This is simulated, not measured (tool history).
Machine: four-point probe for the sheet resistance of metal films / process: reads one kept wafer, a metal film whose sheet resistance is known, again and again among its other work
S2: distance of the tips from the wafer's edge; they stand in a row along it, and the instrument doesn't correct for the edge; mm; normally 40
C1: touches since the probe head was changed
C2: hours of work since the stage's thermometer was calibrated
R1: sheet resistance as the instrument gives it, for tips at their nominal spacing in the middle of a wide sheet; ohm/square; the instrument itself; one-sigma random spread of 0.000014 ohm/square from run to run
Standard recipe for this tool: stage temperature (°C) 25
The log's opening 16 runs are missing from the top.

Run 17, hour 719.8: usual settings; C1 29108; C2 1357. Result: R1 0.070081 ohm/square.
Run 18, hour 780.2: usual settings; C1 31862; C2 1395. Result: R1 0.070103 ohm/square.
Run 19, hour 807.1: usual settings; C1 33089; C2 1412. Result: R1 0.070105 ohm/square.
Run 20, hour 844: usual settings; C1 34771; C2 1435. Result: R1 0.070087 ohm/square.
Run 21, hour 900.8: usual settings; C1 37361; C2 1470. Result: R1 0.070105 ohm/square.
Run 22, hour 941.2: usual settings but stage temperature (°C) 28, S2 33 mm; C1 39201; C2 1495. Result: R1 0.070256 ohm/square.
Run 23, hour 995.4: usual settings but stage temperature (°C) 22, S2 44 mm; C1 41669; C2 1529. Result: R1 0.070017 ohm/square.
Run 24, hour 1049.2: usual settings but stage temperature (°C) 22, S2 44 mm; C1 44126; C2 1563. Result: R1 0.070055 ohm/square.
Run 25, hour 1087.4: usual settings but stage temperature (°C) 18, S2 44 mm; C1 45863; C2 1587. Result: R1 0.06992 ohm/square.
Run 26, hour 1148.3: usual settings but S2 39 mm; C1 48640; C2 1625. Result: R1 0.070181 ohm/square.
Run 27, hour 1206.7: usual settings but S2 39 mm; C1 51301; C2 1661. Result: R1 0.070184 ohm/square.
Run 28, hour 1253.3: usual settings but stage temperature (°C) 28, S2 34 mm; C1 53429; C2 1690. Result: R1 0.070298 ohm/square.
Run 29, hour 1299.3: usual settings but stage temperature (°C) 33; C1 55525; C2 1719. Result: R1 0.070457 ohm/square.
Run 30, hour 1347.8: usual settings but stage temperature (°C) 23, S2 61 mm; C1 57733; C2 1749. Result: R1 0.070143 ohm/square.
Run 31, hour 1403.5: usual settings but S2 14 mm; C1 60275; C2 1784. Result: R1 0.070279 ohm/square.
Run 32, hour 1451.8: usual settings but stage temperature (°C) 24, S2 6 mm; C1 62476; C2 1814. Result: R1 0.070626 ohm/square.
Run 33, hour 1498.2: usual settings but stage temperature (°C) 18, S2 5 mm; C1 64592; C2 1843. Result: R1 0.070607 ohm/square.
Run 34, hour 1555: usual settings but stage temperature (°C) 18, S2 5 mm; C1 67178; C2 1879. Result: R1 0.070603 ohm/square.
Run 35, hour 1614: usual settings but stage temperature (°C) 22, S2 8 mm; C1 69870; C2 1915. Result: R1 0.070407 ohm/square.
Run 36, hour 1643.3: usual settings but stage temperature (°C) 22, S2 8 mm; C1 71206; C2 1934. Result: R1 0.070398 ohm/square.
Run 37, hour 1676.6: usual settings but stage temperature (°C) 20, S2 54 mm; C1 72722; C2 1955. Result: R1 0.070106 ohm/square.
Run 38, hour 1725.4: usual settings but stage temperature (°C) 24, S2 3 mm; C1 74945; C2 1985. Result: R1 0.071895 ohm/square.
Run 39, hour 1754.8: usual settings but S2 31 mm; C1 76288; C2 2003. Result: R1 0.070304 ohm/square.
Run 40, hour 1790.7: usual settings but stage temperature (°C) 23, S2 51 mm; C1 77923; C2 2026. Result: R1 0.070228 ohm/square.

Each row is a separate what-if for the run after 40, all from the same tool condition, not one after another. Results?
Run A, hour 1848.2: usual settings but stage temperature (°C) 33, S2 8 mm; C1 80545; C2 2062. Result: R1 ?.
Run B, hour 1848.2: usual settings but stage temperature (°C) 23, S2 37 mm; C1 80545; C2 2062. Result: R1 ?.
Run C, hour 1848.2: usual settings but stage temperature (°C) 23, S2 53 mm; C1 80545; C2 2062. Result: R1 ?.
Run D, hour 1848.2: usual settings but S2 7 mm; C1 80545; C2 2062. Result: R1 ?.
Run E, hour 1848.2: usual settings but stage temperature (°C) 34, S2 4 mm; C1 80545; C2 2062. Result: R1 ?.

run        R1
  A  0.070787
  B  0.070245
  C  0.070223
  D  0.070631
  E  0.071521
Without the tool's unlogged condition, the same runs would have read:
run        R1
  A  0.070549
  B  0.070004
  C  0.069981
  D   0.07039
  E  0.071281

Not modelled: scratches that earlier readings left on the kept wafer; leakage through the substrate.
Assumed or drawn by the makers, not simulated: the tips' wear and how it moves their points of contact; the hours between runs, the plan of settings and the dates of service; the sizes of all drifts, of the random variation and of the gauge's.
